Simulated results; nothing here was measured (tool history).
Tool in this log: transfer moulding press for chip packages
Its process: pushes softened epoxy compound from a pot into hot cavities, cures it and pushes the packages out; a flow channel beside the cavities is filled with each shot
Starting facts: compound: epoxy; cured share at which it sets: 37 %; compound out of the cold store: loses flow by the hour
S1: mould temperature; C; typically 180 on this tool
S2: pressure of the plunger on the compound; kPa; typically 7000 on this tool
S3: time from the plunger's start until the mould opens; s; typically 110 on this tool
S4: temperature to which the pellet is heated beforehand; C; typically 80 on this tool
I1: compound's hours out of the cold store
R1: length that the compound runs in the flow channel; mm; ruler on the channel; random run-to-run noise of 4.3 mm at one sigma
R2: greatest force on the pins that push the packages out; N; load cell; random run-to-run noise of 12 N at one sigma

Run 1, hour 0.0: usual settings; I1 27.3. Result: R1 767 mm, R2 559 N.
Run 2, hour 8.2: usual settings; I1 15.6. Result: R1 787 mm, R2 560 N.
At hour 15.4: plunger's sealing rings changed.
Run 3, hour 19.0: usual settings; I1 41.8. Result: R1 750 mm, R2 536 N.
Run 4, hour 26.5: usual settings; I1 35.9. Result: R1 751 mm, R2 548 N.
At hour 34.3: cavities cleaned with cleaning compound and waxed.
Run 5, hour 34.3: usual settings; I1 18.4. Result: R1 777 mm, R2 560 N.
Run 6, hour 41.4: usual settings; I1 35.9. Result: R1 753 mm, R2 548 N.
Run 7, hour 50.2: usual settings; I1 42.3. Result: R1 753 mm, R2 534 N.
Run 8, hour 55.1: usual settings; I1 10.6. Result: R1 792 mm, R2 584 N.
Run 9, hour 60.2: usual settings; I1 9.6. Result: R1 798 mm, R2 564 N.
Run 10, hour 64.4: usual settings; I1 31.2. Result: R1 767 mm, R2 548 N.
Run 11, hour 72.0: usual settings but S2 5280 kPa; I1 30.8. Result: R1 662 mm, R2 567 N.
Run 12, hour 80.5: usual settings but S2 5280 kPa; I1 30.9. Result: R1 658 mm, R2 539 N.
Run 13, hour 84.2: usual settings but S3 140 s; I1 9.2. Result: R1 800 mm, R2 425 N.
Run 14, hour 88.1: usual settings but S1 181 C; I1 46.4. Result: R1 735 mm, R2 527 N.
At hour 92.5: cavities cleaned with cleaning compound and waxed.
Run 15, hour 98.4: usual settings but S1 181 C; I1 18.5. Result: R1 773 mm, R2 527 N.
Run 16, hour 103.0: usual settings but S1 175 C, S2 5480 kPa, S3 130 s, S4 74 C; I1 26.0. Result: R1 695 mm, R2 538 N.
Run 17, hour 107.2: usual settings but S1 175 C, S2 5480 kPa, S3 130 s, S4 87 C; I1 45.3. Result: R1 669 mm, R2 538 N.
Run 18, hour 116.4: usual settings but S1 177 C, S2 5480 kPa, S3 97 s, S4 87 C; I1 39.5. Result: R1 665 mm, R2 846 N.
Run 19, hour 122.1: usual settings but S1 178 C, S2 5610 kPa, S3 130 s, S4 73 C; I1 37.6. Result: R1 677 mm, R2 455 N.
Run 20, hour 129.7: usual settings but S1 178 C, S2 6890 kPa, S3 130 s, S4 72 C; I1 13.5. Result: R1 792 mm, R2 486 N.
Run 21, hour 136.9: usual settings but S1 175 C, S2 7290 kPa, S3 130 s, S4 72 C; I1 45.3. Result: R1 769 mm, R2 539 N.
Run 22, hour 143.0: usual settings but S1 175 C, S2 7290 kPa, S3 130 s, S4 72 C; I1 14.3. Result: R1 818 mm, R2 533 N.
At hour 150.8: cavities cleaned with cleaning compound and waxed.
Run 23, hour 150.8: usual settings but S1 175 C, S2 7290 kPa, S3 115 s; I1 10.6. Result: R1 826 mm, R2 706 N.
Run 24, hour 158.5: usual settings but S1 183 C, S2 5550 kPa, S3 140 s, S4 79 C; I1 31.5. Result: R1 667 mm, R2 423 N.
Run 25, hour 165.0: usual settings but S1 173 C, S2 8240 kPa, S3 121 s; I1 28.2. Result: R1 851 mm, R2 694 N.
Run 26, hour 171.4: usual settings but S1 177 C, S2 5480 kPa, S3 101 s; I1 28.1. Result: R1 687 mm, R2 795 N.
Run 27, hour 178.9: usual settings but S3 109 s; I1 24.8. Result: R1 771 mm, R2 566 N.
Run 28, hour 183.1: usual settings but S2 8440 kPa, S4 72 C; I1 37.5. Result: R1 831 mm, R2 567 N.

Each row is a separate what-if for the run after 28, all from the same tool condition, not one after another. Results?
Run A, hour 190.9: usual settings but S2 8180 kPa; I1 9.9. Result: R1 ?, R2 ?.
Run B, hour 190.9: usual settings but S2 8440 kPa, S4 76 C; I1 12.6. Result: R1 ?, R2 ?.
Run C, hour 190.9: usual settings but S2 8440 kPa, S3 109 s, S4 81 C; I1 16.0. Result: R1 ?, R2 ?.

run   R1   R2
  A  859  579
  B  862  583
  C  858  590
Without the tool's unlogged condition, the same runs would have read:
run   R1   R2
  A  860  572
  B  863  575
  C  859  582
